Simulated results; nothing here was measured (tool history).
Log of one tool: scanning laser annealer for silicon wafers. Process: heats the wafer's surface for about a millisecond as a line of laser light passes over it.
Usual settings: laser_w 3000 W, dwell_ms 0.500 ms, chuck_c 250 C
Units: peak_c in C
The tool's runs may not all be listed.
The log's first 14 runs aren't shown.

run    hour  laser_w  dwell_ms  chuck_c  hours of work since the window was cleaned  hours of work since the power meter was calibrated  hours of work since the optics were aligned  peak_c
 15   555.6     3000     0.500      215                                         421                                                1042                                         1176     927
      575.2  -- window over the wafer cleaned
 16   605.4     3071     0.500      250                                          17                                                1070                                         1203    1009
 17   666.7     3071     0.500      250                                          52                                                1105                                         1238    1008
 18   711.7     2952     0.620      277                                          78                                                1130                                         1264    1087
 19   740.3     3000     0.420      273                                          94                                                1147                                         1280     944
 20   797.3     3000     0.376      278                                         127                                                1179                                         1313     904
 21   833.0     2723     0.500      271                                         147                                                1200                                         1333     924
 22   889.7     2723     0.500      271                                         180                                                1232                                         1366     925
 23   915.1     2797     0.466      215                                         194                                                1247                                         1380     862
 24   963.3     2843     0.481      272                                         222                                                1274                                         1408     941
 25  1015.6     2979     0.481      249                                         252                                                1304                                         1438     952
 26  1045.6     3196     0.542      237                                         269                                                1321                                         1455    1048
 27  1085.2     2879     0.500      246                                         292                                                1344                                         1477     932
 28  1145.3     2879     0.500      246                                         326                                                1378                                         1512     930
 29  1204.8     2879     0.391      274                                         360                                                1412                                         1546     871
 30  1248.6     2569     0.595      244                                         385                                                1437                                         1571     900
 31  1293.7     2569     0.453      244                                         411                                                1463                                         1597     807
     1329.1  -- window over the wafer cleaned
 32  1329.1     3145     0.422      259                                           0                                                1482                                         1616     973
 33  1373.9     3145     0.422      259                                          26                                                1508                                         1641     970

Forecast each of these 3 alternatives for the next run:
  A  1429.9     2905     0.390      239                                          58                                                1540                                         1673       ?
  B  1429.9     3133     0.422      259                                          58                                                1540                                         1673       ?
  C  1429.9     2738     0.458      270                                          58                                                1540                                         1673       ?

run  peak_c
  A     858
  B     959
  C     899
Without the tool's hidden state the same runs would have given:
run  peak_c
  A     873
  B     977
  C     915
